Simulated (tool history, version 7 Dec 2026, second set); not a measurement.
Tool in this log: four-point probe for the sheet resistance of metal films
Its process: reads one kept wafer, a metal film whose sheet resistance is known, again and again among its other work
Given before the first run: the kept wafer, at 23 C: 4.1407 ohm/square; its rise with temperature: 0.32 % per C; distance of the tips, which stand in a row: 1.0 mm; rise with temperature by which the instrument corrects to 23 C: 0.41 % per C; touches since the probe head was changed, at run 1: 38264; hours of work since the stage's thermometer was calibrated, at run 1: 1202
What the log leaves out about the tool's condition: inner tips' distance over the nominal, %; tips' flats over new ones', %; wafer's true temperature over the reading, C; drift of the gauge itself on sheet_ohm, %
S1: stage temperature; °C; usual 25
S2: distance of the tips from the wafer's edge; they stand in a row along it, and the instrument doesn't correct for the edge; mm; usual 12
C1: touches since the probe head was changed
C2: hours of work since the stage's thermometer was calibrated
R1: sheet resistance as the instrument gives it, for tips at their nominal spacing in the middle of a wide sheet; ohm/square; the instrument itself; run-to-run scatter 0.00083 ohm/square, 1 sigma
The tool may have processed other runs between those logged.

run	hour	S1	S2	C1	C2	R1
1	0.0	25	12	38264	1202	4.149167
2	21.5	25	49	38823	1215	4.133845
3	50.8	25	5	39582	1233	4.221228
4	81.3	25	5	40374	1252	4.222303
5	114.5	34	12	41235	1272	4.113010
# hour 149.5: stage's thermometer calibrated
6	151.4	18	12	42180	1	4.176570
7	178.9	26	28	42894	18	4.132867
8	214.0	33	50	43804	39	4.103317
9	259.3	26	23	44981	67	4.133579
10	279.8	23	3	45513	79	4.373938
11	304.2	23	3	46145	94	4.372532

Consider 5 possible next runs. They are alternatives, not a sequence: every one starts from the tool as it was left by run 11. What does each give?
A	341.8	20	28	47123	117	?
B	341.8	25	12	47123	117	?
C	341.8	30	3	47123	117	?
D	341.8	19	58	47123	117	?
E	341.8	31	33	47123	117	?

run	R1
A	4.155796
B	4.149057
C	4.346322
D	4.158441
E	4.111941
With the hidden condition removed and each run's random variation left untouched, the same runs would have given:
run	R1
A	4.155721
B	4.148983
C	4.346244
D	4.158366
E	4.111867
